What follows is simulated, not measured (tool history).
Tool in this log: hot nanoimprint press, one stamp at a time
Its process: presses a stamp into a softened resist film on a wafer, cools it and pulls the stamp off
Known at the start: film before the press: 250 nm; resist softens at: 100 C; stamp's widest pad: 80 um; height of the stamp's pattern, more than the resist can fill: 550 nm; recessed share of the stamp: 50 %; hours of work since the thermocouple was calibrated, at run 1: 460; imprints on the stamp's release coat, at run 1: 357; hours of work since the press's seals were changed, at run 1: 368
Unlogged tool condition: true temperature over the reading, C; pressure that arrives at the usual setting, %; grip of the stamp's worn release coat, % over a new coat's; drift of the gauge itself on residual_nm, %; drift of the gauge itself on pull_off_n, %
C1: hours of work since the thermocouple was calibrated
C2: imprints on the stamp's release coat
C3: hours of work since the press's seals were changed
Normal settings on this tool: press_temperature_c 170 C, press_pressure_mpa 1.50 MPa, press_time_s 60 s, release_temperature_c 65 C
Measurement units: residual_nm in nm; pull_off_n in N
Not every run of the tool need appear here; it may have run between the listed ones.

Run 1, hour 0.0: usual settings; C1 460; C2 357; C3 368. Result: residual_nm 145.1 nm, pull_off_n 201 N.
Run 2, hour 18.9: usual settings but release_temperature_c 69 C; C1 468; C2 417; C3 376. Result: residual_nm 148.5 nm, pull_off_n 189 N.
Run 3, hour 37.3: usual settings but release_temperature_c 69 C; C1 476; C2 477; C3 384. Result: residual_nm 145.9 nm, pull_off_n 191 N.
Run 4, hour 65.8: usual settings but press_pressure_mpa 1.62 MPa; C1 488; C2 568; C3 396. Result: residual_nm 141.7 nm, pull_off_n 197 N.
Run 5, hour 82.9: usual settings; C1 495; C2 623; C3 403. Result: residual_nm 145.9 nm, pull_off_n 199 N.
Run 6, hour 101.7: usual settings but press_pressure_mpa 0.96 MPa; C1 503; C2 684; C3 411. Result: residual_nm 176.7 nm, pull_off_n 205 N.
At hour 119.1: stamp cleaned and given a new release coat.
Run 7, hour 138.5: usual settings; C1 517; C2 62; C3 424. Result: residual_nm 146.3 nm, pull_off_n 201 N.
Run 8, hour 165.4: usual settings; C1 528; C2 149; C3 436. Result: residual_nm 144.4 nm, pull_off_n 193 N.
Run 9, hour 194.6: usual settings but release_temperature_c 50 C; C1 541; C2 243; C3 448. Result: residual_nm 146.3 nm, pull_off_n 231 N.
Run 10, hour 211.5: usual settings; C1 548; C2 297; C3 456. Result: residual_nm 144.6 nm, pull_off_n 199 N.
Run 11, hour 242.3: usual settings; C1 561; C2 396; C3 469. Result: residual_nm 147.7 nm, pull_off_n 207 N.
Run 12, hour 256.1: usual settings; C1 567; C2 440; C3 475. Result: residual_nm 146.3 nm, pull_off_n 205 N.
Run 13, hour 275.6: usual settings but press_temperature_c 172 C; C1 575; C2 503; C3 483. Result: residual_nm 141.4 nm, pull_off_n 200 N.
Run 14, hour 302.5: usual settings but press_temperature_c 172 C; C1 587; C2 589; C3 495. Result: residual_nm 139.0 nm, pull_off_n 199 N.
Run 15, hour 320.8: usual settings but press_temperature_c 172 C; C1 595; C2 648; C3 503. Result: residual_nm 139.7 nm, pull_off_n 197 N.
At hour 325.3: plate thermocouple calibrated.
At hour 351.4: stamp cleaned and given a new release coat.
Run 16, hour 360.4: usual settings but press_temperature_c 172 C, press_pressure_mpa 1.20 MPa, press_time_s 98 s, release_temperature_c 66 C; C1 12; C2 29; C3 516. Result: residual_nm 137.4 nm, pull_off_n 196 N.
Run 17, hour 379.2: usual settings but press_temperature_c 172 C, press_pressure_mpa 1.20 MPa, press_time_s 98 s, release_temperature_c 66 C; C1 21; C2 89; C3 524. Result: residual_nm 134.3 nm, pull_off_n 192 N.
Run 18, hour 394.3: usual settings but press_temperature_c 172 C, press_pressure_mpa 1.06 MPa, press_time_s 32 s, release_temperature_c 66 C; C1 27; C2 137; C3 530. Result: residual_nm 187.8 nm, pull_off_n 194 N.

Run 19 comes next. What will it give?
Run 19, hour 412.2: usual settings but press_temperature_c 171 C, press_pressure_mpa 1.06 MPa, press_time_s 32 s, release_temperature_c 66 C; C1 35; C2 195; C3 538. Result: residual_nm ?, pull_off_n ?.

Run 19 produced residual_nm 192.1 nm, pull_off_n 200 N.
Had the tool carried no hidden state, the very same run would have given residual_nm 192.1 nm, pull_off_n 199 N.

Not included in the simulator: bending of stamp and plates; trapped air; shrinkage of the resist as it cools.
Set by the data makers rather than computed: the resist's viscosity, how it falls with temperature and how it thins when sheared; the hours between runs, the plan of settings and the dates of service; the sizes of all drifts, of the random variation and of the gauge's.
